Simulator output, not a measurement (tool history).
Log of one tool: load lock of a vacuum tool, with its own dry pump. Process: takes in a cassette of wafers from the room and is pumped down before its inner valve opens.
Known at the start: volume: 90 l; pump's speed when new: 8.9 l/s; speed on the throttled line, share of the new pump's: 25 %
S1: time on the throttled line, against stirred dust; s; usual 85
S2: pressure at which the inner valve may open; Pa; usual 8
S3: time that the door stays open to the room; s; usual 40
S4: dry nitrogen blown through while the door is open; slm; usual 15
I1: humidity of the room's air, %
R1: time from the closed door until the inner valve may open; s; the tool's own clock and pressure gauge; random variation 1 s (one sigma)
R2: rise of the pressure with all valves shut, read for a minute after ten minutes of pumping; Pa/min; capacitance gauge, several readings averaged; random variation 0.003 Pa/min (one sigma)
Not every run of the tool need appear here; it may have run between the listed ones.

run 1 hour=0.0 | S1=85 S2=8 S3=40 S4=15 | I1=44.2 | R1=161.5 R2=0.021
run 2 hour=39.9 | S1=85 S2=8 S3=40 S4=15 | I1=45.0 | R1=161.6 R2=0.024
run 3 hour=102.1 | S1=85 S2=8 S3=40 S4=15 | I1=43.8 | R1=161.8 R2=0.019
run 4 hour=172.5 | S1=85 S2=8 S3=40 S4=15 | I1=43.6 | R1=160.8 R2=0.023
run 5 hour=260.4 | S1=85 S2=8 S3=40 S4=15 | I1=45.6 | R1=159.8 R2=0.022
run 6 hour=314.5 | S1=85 S2=8 S3=40 S4=15 | I1=47.7 | R1=162.6 R2=0.026
run 7 hour=404.5 | S1=85 S2=8 S3=40 S4=15 | I1=44.4 | R1=161.8 R2=0.024
run 8 hour=443.4 | S1=85 S2=13 S3=72 S4=8 | I1=47.6 | R1=155.3 R2=0.036
run 9 hour=503.1 | S1=53 S2=13 S3=36 S4=8 | I1=45.1 | R1=132.5 R2=0.027
run 10 hour=596.4 | S1=150 S2=8 S3=40 S4=5 | I1=48.5 | R1=208.8 R2=0.032
run 11 hour=688.6 | S1=66 S2=8 S3=29 S4=5 | I1=47.3 | R1=149.6 R2=0.025
run 12 hour=752.6 | S1=79 S2=8 S3=75 S4=15 | I1=46.5 | R1=157.4 R2=0.032
run 13 hour=793.8 | S1=79 S2=8 S3=75 S4=15 | I1=45.0 | R1=156.5 R2=0.029
run 14 hour=841.2 | S1=79 S2=8 S3=75 S4=15 | I1=43.7 | R1=156.2 R2=0.029

Difference, measured minus no-hidden-state, one row per run. Run-to-run variation is common to both terms; the gauge's own scatter need not be:
Unlogged tool condition in this case: pump's speed, % of a new pump's; leak at the door's seal, Pa l/s; drift of the gauge itself on ready_s, %; drift of the gauge itself on rise_pa_min, %.
run=1 R1=+0.5 R2=+0.010
run=2 R1=+0.5 R2=+0.010
run=3 R1=+0.6 R2=+0.011
run=4 R1=+0.6 R2=+0.011
run=5 R1=+0.8 R2=+0.012
run=6 R1=+0.8 R2=+0.012
run=7 R1=+0.9 R2=+0.013
run=8 R1=+0.8 R2=+0.013
run=9 R1=+1.0 R2=+0.014
run=10 R1=+0.8 R2=+0.014
run=11 R1=+1.2 R2=+0.015
run=12 R1=+1.1 R2=+0.016
run=13 R1=+1.2 R2=+0.016
run=14 R1=+1.2 R2=+0.017

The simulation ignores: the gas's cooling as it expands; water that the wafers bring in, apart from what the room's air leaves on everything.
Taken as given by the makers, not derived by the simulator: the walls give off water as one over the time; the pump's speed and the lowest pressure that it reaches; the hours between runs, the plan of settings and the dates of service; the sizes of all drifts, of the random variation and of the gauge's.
